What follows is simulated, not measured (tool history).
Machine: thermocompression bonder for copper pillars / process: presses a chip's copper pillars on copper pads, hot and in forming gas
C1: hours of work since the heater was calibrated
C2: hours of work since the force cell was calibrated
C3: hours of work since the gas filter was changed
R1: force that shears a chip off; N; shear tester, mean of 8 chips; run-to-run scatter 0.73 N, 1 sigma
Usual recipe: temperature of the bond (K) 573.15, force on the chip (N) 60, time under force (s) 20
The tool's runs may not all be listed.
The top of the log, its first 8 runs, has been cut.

{"run": 9, "hour": 72.3, "temperature of the bond (K)": 573.15, "force on the chip (N)": 60, "time under force (s)": 49, "C1": 645, "C2": 228, "C3": 107, "R1": 62.3}
{"hour": 77.1, "done": "forming gas filter changed"}
{"run": 10, "hour": 79.3, "temperature of the bond (K)": 571.15, "force on the chip (N)": 60, "time under force (s)": 20, "C1": 648, "C2": 231, "C3": 1, "R1": 44.2}
{"run": 11, "hour": 90.1, "temperature of the bond (K)": 573.15, "force on the chip (N)": 60, "time under force (s)": 20, "C1": 653, "C2": 236, "C3": 6, "R1": 46.9}
{"run": 12, "hour": 103.0, "temperature of the bond (K)": 573.15, "force on the chip (N)": 60, "time under force (s)": 20, "C1": 659, "C2": 242, "C3": 12, "R1": 44.5}
{"run": 13, "hour": 111.5, "temperature of the bond (K)": 573.15, "force on the chip (N)": 60, "time under force (s)": 20, "C1": 663, "C2": 246, "C3": 16, "R1": 45.1}
{"run": 14, "hour": 117.2, "temperature of the bond (K)": 573.15, "force on the chip (N)": 60, "time under force (s)": 20, "C1": 666, "C2": 249, "C3": 19, "R1": 46}
{"run": 15, "hour": 124.8, "temperature of the bond (K)": 573.15, "force on the chip (N)": 60, "time under force (s)": 20, "C1": 669, "C2": 252, "C3": 22, "R1": 45.3}
{"run": 16, "hour": 133.6, "temperature of the bond (K)": 573.15, "force on the chip (N)": 60, "time under force (s)": 20, "C1": 673, "C2": 256, "C3": 26, "R1": 44.7}
{"hour": 143.7, "done": "heater calibrated with a thermocouple chip"}
{"run": 17, "hour": 143.9, "temperature of the bond (K)": 573.15, "force on the chip (N)": 60, "time under force (s)": 58, "C1": 0, "C2": 260, "C3": 30, "R1": 64.5}
{"run": 18, "hour": 149.7, "temperature of the bond (K)": 573.15, "force on the chip (N)": 60, "time under force (s)": 58, "C1": 3, "C2": 263, "C3": 33, "R1": 64.6}
{"run": 19, "hour": 161.4, "temperature of the bond (K)": 573.15, "force on the chip (N)": 60, "time under force (s)": 58, "C1": 8, "C2": 268, "C3": 38, "R1": 64}
{"hour": 173.1, "done": "heater calibrated with a thermocouple chip, once more"}
{"run": 20, "hour": 176.1, "temperature of the bond (K)": 573.15, "force on the chip (N)": 53, "time under force (s)": 20, "C1": 1, "C2": 274, "C3": 44, "R1": 44.1}
{"run": 21, "hour": 189.8, "temperature of the bond (K)": 573.15, "force on the chip (N)": 53, "time under force (s)": 20, "C1": 8, "C2": 280, "C3": 50, "R1": 44.1}
{"run": 22, "hour": 203.5, "temperature of the bond (K)": 572.15, "force on the chip (N)": 79, "time under force (s)": 25, "C1": 14, "C2": 287, "C3": 57, "R1": 72.8}
{"run": 23, "hour": 209.2, "temperature of the bond (K)": 572.15, "force on the chip (N)": 79, "time under force (s)": 25, "C1": 17, "C2": 289, "C3": 59, "R1": 71.3}
{"run": 24, "hour": 219.8, "temperature of the bond (K)": 568.15, "force on the chip (N)": 79, "time under force (s)": 25, "C1": 22, "C2": 294, "C3": 64, "R1": 68}
{"run": 25, "hour": 228.7, "temperature of the bond (K)": 568.15, "force on the chip (N)": 79, "time under force (s)": 25, "C1": 26, "C2": 298, "C3": 68, "R1": 67.7}
{"run": 26, "hour": 234.3, "temperature of the bond (K)": 568.15, "force on the chip (N)": 79, "time under force (s)": 25, "C1": 28, "C2": 301, "C3": 71, "R1": 66.8}
{"run": 27, "hour": 244.6, "temperature of the bond (K)": 544.15, "force on the chip (N)": 75, "time under force (s)": 12, "C1": 33, "C2": 306, "C3": 76, "R1": 32.1}
{"run": 28, "hour": 257.8, "temperature of the bond (K)": 573.15, "force on the chip (N)": 39, "time under force (s)": 49, "C1": 39, "C2": 312, "C3": 82, "R1": 45.6}
{"run": 29, "hour": 270.0, "temperature of the bond (K)": 602.15, "force on the chip (N)": 60, "time under force (s)": 20, "C1": 45, "C2": 318, "C3": 88, "R1": 72.1}
{"run": 30, "hour": 279.4, "temperature of the bond (K)": 602.15, "force on the chip (N)": 60, "time under force (s)": 20, "C1": 49, "C2": 322, "C3": 92, "R1": 72.2}
{"run": 31, "hour": 285.0, "temperature of the bond (K)": 549.15, "force on the chip (N)": 46, "time under force (s)": 20, "C1": 52, "C2": 324, "C3": 94, "R1": 25.7}
{"run": 32, "hour": 294.4, "temperature of the bond (K)": 549.15, "force on the chip (N)": 81, "time under force (s)": 53, "C1": 56, "C2": 329, "C3": 99, "R1": 69.3}
{"run": 33, "hour": 302.9, "temperature of the bond (K)": 549.15, "force on the chip (N)": 81, "time under force (s)": 53, "C1": 60, "C2": 333, "C3": 103, "R1": 70.5}

Forecast each of these 3 alternatives for the next run:
{"run": "A", "hour": 311.2, "temperature of the bond (K)": 599.15, "force on the chip (N)": 60, "time under force (s)": 49, "C1": 64, "C2": 337, "C3": 107, "R1": "?"}
{"run": "B", "hour": 311.2, "temperature of the bond (K)": 549.15, "force on the chip (N)": 79, "time under force (s)": 53, "C1": 64, "C2": 337, "C3": 107, "R1": "?"}
{"run": "C", "hour": 311.2, "temperature of the bond (K)": 566.15, "force on the chip (N)": 82, "time under force (s)": 11, "C1": 64, "C2": 337, "C3": 107, "R1": "?"}

run=A R1=90.1
run=B R1=66.3
run=C R1=48.7
Had the tool no hidden state, the same runs would have come out as:
run=A R1=95.1
run=B R1=70.7
run=C R1=52.1
